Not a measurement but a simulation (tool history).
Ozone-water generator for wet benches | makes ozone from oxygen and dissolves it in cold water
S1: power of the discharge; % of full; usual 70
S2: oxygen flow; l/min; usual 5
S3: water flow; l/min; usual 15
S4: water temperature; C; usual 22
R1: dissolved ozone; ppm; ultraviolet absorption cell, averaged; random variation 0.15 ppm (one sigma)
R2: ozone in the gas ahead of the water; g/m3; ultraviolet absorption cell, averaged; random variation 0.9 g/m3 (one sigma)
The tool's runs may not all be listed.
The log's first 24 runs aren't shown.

{"run": 25, "hour": 836.6, "S1": 41, "S2": 5, "S3": 23, "S4": 22, "R1": 8, "R2": 86.5}
{"run": 26, "hour": 857.4, "S1": 41, "S2": 5, "S3": 23, "S4": 22, "R1": 8, "R2": 87}
{"run": 27, "hour": 893.3, "S1": 41, "S2": 5, "S3": 23, "S4": 22, "R1": 8, "R2": 87.9}
{"run": 28, "hour": 926.5, "S1": 98, "S2": 5.5, "S3": 15, "S4": 18, "R1": 25.7, "R2": 179.6}
{"run": 29, "hour": 966.7, "S1": 98, "S2": 5.5, "S3": 21, "S4": 28, "R1": 16.6, "R2": 179.7}
{"run": 30, "hour": 1011.7, "S1": 98, "S2": 5.5, "S3": 21, "S4": 28, "R1": 16.9, "R2": 180}
{"run": 31, "hour": 1055.0, "S1": 98, "S2": 5.5, "S3": 21, "S4": 28, "R1": 16.6, "R2": 178.9}
{"run": 32, "hour": 1089.3, "S1": 70, "S2": 5, "S3": 15, "S4": 21, "R1": 18, "R2": 137.8}
{"run": 33, "hour": 1125.6, "S1": 70, "S2": 5, "S3": 15, "S4": 21, "R1": 17.9, "R2": 138.9}

Forecast each of these 3 alternatives for the next run:
{"run": "A", "hour": 1146.8, "S1": 72, "S2": 4.53, "S3": 15, "S4": 23, "R1": "?", "R2": "?"}
{"run": "B", "hour": 1146.8, "S1": 60, "S2": 5, "S3": 15, "S4": 22, "R1": "?", "R2": "?"}
{"run": "C", "hour": 1146.8, "S1": 70, "S2": 4.84, "S3": 15, "S4": 22, "R1": "?", "R2": "?"}

run=A R1=17.3 R2=147.6
run=B R1=15.3 R2=120.8
run=C R1=17.6 R2=138.8
Without the tool's hidden state the same runs would have given:
run=A R1=19 R2=160.9
run=B R1=16.5 R2=129.9
run=C R1=19.2 R2=151.1
